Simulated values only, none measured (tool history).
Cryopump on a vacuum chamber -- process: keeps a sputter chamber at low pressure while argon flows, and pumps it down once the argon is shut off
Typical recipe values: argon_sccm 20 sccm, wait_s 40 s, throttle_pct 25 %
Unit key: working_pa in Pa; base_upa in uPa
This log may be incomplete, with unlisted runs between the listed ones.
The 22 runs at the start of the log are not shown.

run,hour,argon_sccm,wait_s,throttle_pct,working_pa,base_upa
23,332.1,25,40,25,0.1739,3.36
24,341.1,20,131,35,0.1030,1.85
25,362.9,24,118,24,0.1746,2.03
26,372.1,13,37,17,0.1325,3.67
27,393.4,9,37,19,0.0832,3.67
28,402.5,16,187,25,0.1124,1.75
29,416.5,10,112,18,0.0961,2.11
30,434.4,11,91,53,0.0397,2.37
31,449.3,16,21,31,0.0936,5.68
32,471.1,39,40,15,0.4484,3.49
33,489.9,14,40,43,0.0625,3.59
34,502.6,20,58,30,0.1226,2.96

Here are 3 independent what-if runs from the current tool condition. What would each one return?
A,523.7,25,40,25,?,?
B,523.7,9,40,25,?,?
C,523.7,28,132,21,?,?

run,working_pa,base_upa
A,0.1807,3.70
B,0.0647,3.61
C,0.2368,2.14
Take away the tool's hidden state, keep each run's random variation, and the runs would have read:
run,working_pa,base_upa
A,0.1653,2.51
B,0.0592,2.45
C,0.2195,0.97

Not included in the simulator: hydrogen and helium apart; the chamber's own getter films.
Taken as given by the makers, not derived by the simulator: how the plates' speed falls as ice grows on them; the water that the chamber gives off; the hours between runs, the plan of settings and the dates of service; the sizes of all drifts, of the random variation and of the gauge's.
